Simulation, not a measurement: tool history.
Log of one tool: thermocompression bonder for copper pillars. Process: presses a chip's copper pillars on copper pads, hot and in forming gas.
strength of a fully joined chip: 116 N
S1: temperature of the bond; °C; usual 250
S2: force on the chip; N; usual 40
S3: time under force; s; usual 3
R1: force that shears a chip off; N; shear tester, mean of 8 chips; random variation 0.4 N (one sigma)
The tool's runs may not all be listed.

run	hour	S1	S2	S3	R1
1	0	250	40	3	69.3
2	24.3	250	40	3	69
3	49.2	250	40	3	68.5
4	73.8	250	40	3	68.6
5	91.8	225	40	3	54.4
6	109.9	225	40	8	74
7	122.1	225	40	8	74.7
8	135.6	225	40	2	46.5
# hour 138.8: heater calibrated with a thermocouple chip
9	158.6	243	48	2	60.4
10	175.1	278	28	2	62.3
11	196.9	246	26	4	58.2
12	210.1	228	56	2	57.6
13	229.6	228	56	2	57.7
14	240.8	228	48	4	66
15	255.5	228	48	4	65.6
16	277	228	48	4	66.4

Forecast each of these 4 alternatives for the next run:
# hour 290.2: heater calibrated with a thermocouple chip, once more
A	298.9	258	40	3	?
# hour 290.2: heater calibrated with a thermocouple chip, once more
B	298.9	247	26	3	?
# hour 290.2: heater calibrated with a thermocouple chip, once more
C	298.9	246	33	4	?
# hour 290.2: heater calibrated with a thermocouple chip, once more
D	298.9	276	27	3	?

run	R1
A	72.9
B	54.9
C	67.1
D	69.9
Without the tool's hidden state the same runs would have given:
run	R1
A	74.7
B	56.2
C	68.7
D	71.6
